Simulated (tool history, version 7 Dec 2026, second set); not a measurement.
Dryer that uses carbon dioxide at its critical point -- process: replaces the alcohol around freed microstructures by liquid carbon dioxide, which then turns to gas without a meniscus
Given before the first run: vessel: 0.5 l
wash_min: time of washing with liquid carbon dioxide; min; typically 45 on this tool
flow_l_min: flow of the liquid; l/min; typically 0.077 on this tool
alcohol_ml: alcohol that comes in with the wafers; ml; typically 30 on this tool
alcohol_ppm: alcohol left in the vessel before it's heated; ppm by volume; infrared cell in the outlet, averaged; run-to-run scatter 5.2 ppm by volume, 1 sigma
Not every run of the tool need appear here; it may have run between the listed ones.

run,hour,wash_min,flow_l_min,alcohol_ml,alcohol_ppm
1,0,45,0.077,30,142
2,19.3,45,0.077,56,248
3,43.6,45,0.0723,56,342
4,55.4,45,0.0723,56,343
5,70.9,47,0.077,30,140
6,82.7,47,0.077,30,149
7,94.7,47,0.077,30,143
8,114.6,30,0.077,30,950
9,129.6,30,0.077,30,911
10,144.5,30,0.077,42,1307
11,168.6,30,0.077,42,1330
12,191.1,30,0.077,42,1330
13,215.2,30,0.077,42,1316
14,233.6,30,0.077,42,1384
15,249.6,30,0.077,42,1359
16,267.5,30,0.077,42,1363
17,283.9,30,0.0786,42,1260
18,308,45,0.077,24,172
19,323.7,53,0.077,30,120
20,348.2,53,0.0529,30,552
21,361.6,53,0.0529,30,559
22,372,53,0.0529,30,554
23,384.3,53,0.0529,30,556
24,404.3,70,0.0529,21,146
25,415.6,70,0.0875,106,87
26,430.3,35,0.0653,30,1166
27,444.6,35,0.0653,30,1227
28,465.4,38,0.0866,22,201
29,483.5,54,0.048,53,1439
30,506.4,34,0.0627,30,1612
31,526.2,27,0.0627,48,5258
32,551.1,51,0.0597,42,570
33,565.6,51,0.0597,42,559
34,589.5,51,0.0597,42,570
35,604.9,51,0.0597,42,556
36,629.4,51,0.0597,42,596
37,641.2,51,0.0597,42,580
38,653.1,51,0.0597,42,599
39,678.2,39,0.0595,30,1315
40,702.4,46,0.094,21,113
41,722.6,33,0.0622,79,5194
42,744.2,33,0.0491,109,15450
43,761.1,45,0.0896,55,212
44,772.9,45,0.0896,55,211
45,783.4,45,0.0896,55,208

Each run again, without the hidden state but with its own random variation kept:
Hidden state at play: flow that reaches the vessel past the clogged filter, %; alcohol in the recycled carbon dioxide, ppm; drift of the gauge itself on alcohol_ppm, %.
run,alcohol_ppm
1,80
2,174
3,253
4,251
5,70
6,79
7,70
8,790
9,751
10,1090
11,1096
12,1085
13,1061
14,1103
15,1077
16,1071
17,970
18,72
19,33
20,365
21,371
22,365
23,360
24,46
25,8
26,839
27,880
28,82
29,994
30,1161
31,4135
32,322
33,309
34,318
35,298
36,318
37,306
38,315
39,842
40,8
41,3586
42,11613
43,56
44,55
45,51

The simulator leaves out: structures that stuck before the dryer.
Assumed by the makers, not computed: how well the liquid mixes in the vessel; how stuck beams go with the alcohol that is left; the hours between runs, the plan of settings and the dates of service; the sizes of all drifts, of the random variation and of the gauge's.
